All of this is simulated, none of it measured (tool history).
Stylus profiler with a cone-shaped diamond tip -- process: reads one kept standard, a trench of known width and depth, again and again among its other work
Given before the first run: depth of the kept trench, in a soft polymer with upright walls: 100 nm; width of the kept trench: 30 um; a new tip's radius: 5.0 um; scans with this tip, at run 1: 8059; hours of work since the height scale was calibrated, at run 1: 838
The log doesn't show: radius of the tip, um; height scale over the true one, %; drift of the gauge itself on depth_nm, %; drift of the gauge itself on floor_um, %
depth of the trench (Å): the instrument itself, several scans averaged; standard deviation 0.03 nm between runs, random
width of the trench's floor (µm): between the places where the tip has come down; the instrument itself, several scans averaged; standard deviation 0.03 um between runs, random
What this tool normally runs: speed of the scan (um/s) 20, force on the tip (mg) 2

run    hour  speed of the scan (um/s)  force on the tip (mg)  scans with this tip  hours of work since the height scale was calibrated  depth of the trench (Å)  width of the trench's floor (µm)
  1       0                        20                      2                 8059                                                  838                   1003.3                             27.35
  2    31.6                        20                      2                 8257                                                  858                   1002.9                             27.36
  3    65.3                        20                      2                 8469                                                  880                   1003.3                             27.37
  4    92.1                        20                      2                 8636                                                  898                   1002.7                             27.39
  5   122.9                        20                      2                 8830                                                  918                   1003.1                             27.33
  6   171.6                        20                   1.37                 9135                                                  950                   1001.6                             27.33
  7   218.8                        20                   1.54                 9432                                                  981                   1002.2                             27.33
  8   241.3                        20                   1.54                 9573                                                  995                   1001.8                             27.27
  9   276.4                        20                   1.51                 9793                                                 1018                   1001.8                             27.25
 10   319.8                        20                   1.16                10066                                                 1046                   1000.8                             27.22
 11   357.4                        20                   3.56                10301                                                 1071                     1005                              27.3
 12     395                        35                   3.56                10537                                                 1096                   1004.8                             27.23
 13   418.1                        35                   3.56                10682                                                 1111                   1004.6                             27.22
 14   463.1                        35                   3.56                10965                                                 1140                   1004.7                             27.24
 15   491.4                        35                   3.56                11142                                                 1158                     1005                             27.13
 16   536.2                         6                      2                11423                                                 1188                   1002.9                             27.34
 17   579.9                         6                      2                11698                                                 1216                   1002.1                              27.3
 18   627.6                         6                      2                11997                                                 1247                   1001.8                             27.28
 19   673.3                         6                      2                12284                                                 1277                   1001.5                             27.23
 20   714.9                         6                      2                12545                                                 1304                   1002.6                             27.23
 21   740.9                         6                      2                12708                                                 1321                   1002.1                             27.23
 22     779                        10                      2                12947                                                 1346                   1001.2                             27.24
 23   820.2                        10                      2                13206                                                 1373                   1001.6                              27.2
 24   859.5                        10                    0.8                13452                                                 1399                    998.7                             27.12
 25     900                        10                    0.8                13706                                                 1425                    999.8                             27.11
 26   950.4                        10                   0.85                14022                                                 1458                    999.6                             27.12
 27   987.1                        17                   1.37                14253                                                 1482                   1000.5                             27.08
 28  1034.9                         8                   5.62                14552                                                 1513                     1006                             27.11
     1040.3  -- height scale calibrated on a step standard
 29  1073.8                        17                      2                14794                                                   22                      999                             27.06
 30  1120.3                        17                      2                15085                                                   52                      999                             27.07
     1128.4  -- height scale calibrated on a step standard, once more
 31  1161.4                         6                   0.74                15340                                                   22                   1002.7                             27.12
 32  1189.5                         6                   0.74                15516                                                   40                   1002.5                             27.06
 33  1211.6                         6                   0.74                15655                                                   54                     1003                             27.06
 34  1257.4                        12                   0.74                15943                                                   84                   1002.3                                27
 35  1287.4                        12                   0.74                16131                                                  104                   1002.6                             26.94
 36  1339.3                        55                   0.88                16457                                                  138                   1002.7                             26.57
 37  1379.6                        50                   2.32                16709                                                  164                   1005.2                             26.78
 38  1420.7                        12                   5.74                16968                                                  191                   1009.9                             26.98
 39  1468.9                        69                   2.13                17270                                                  222                   1004.7                             26.63
 40  1495.7                        79                   1.25                17438                                                  240                   1003.7                             26.38
 41  1530.9                         6                   4.86                17659                                                  263                   1008.5                             27.01

Forecast each of these 3 alternatives for the next run:
  A  1564.6                         6                    1.8                17870                                                  285                        ?                                 ?
  B  1564.6                        19                   1.46                17870                                                  285                        ?                                 ?
  C  1564.6                        53                   4.86                17870                                                  285                        ?                                 ?

run  depth of the trench (Å)  width of the trench's floor (µm)
  A                   1004.1                             26.97
  B                   1003.7                             26.91
  C                   1008.2                             26.79
The same runs, with their run-to-run variation unchanged, on a tool lacking any hidden condition would have given:
run  depth of the trench (Å)  width of the trench's floor (µm)
  A                   1004.5                             27.95
  B                   1004.1                             27.89
  C                   1008.6                             27.77
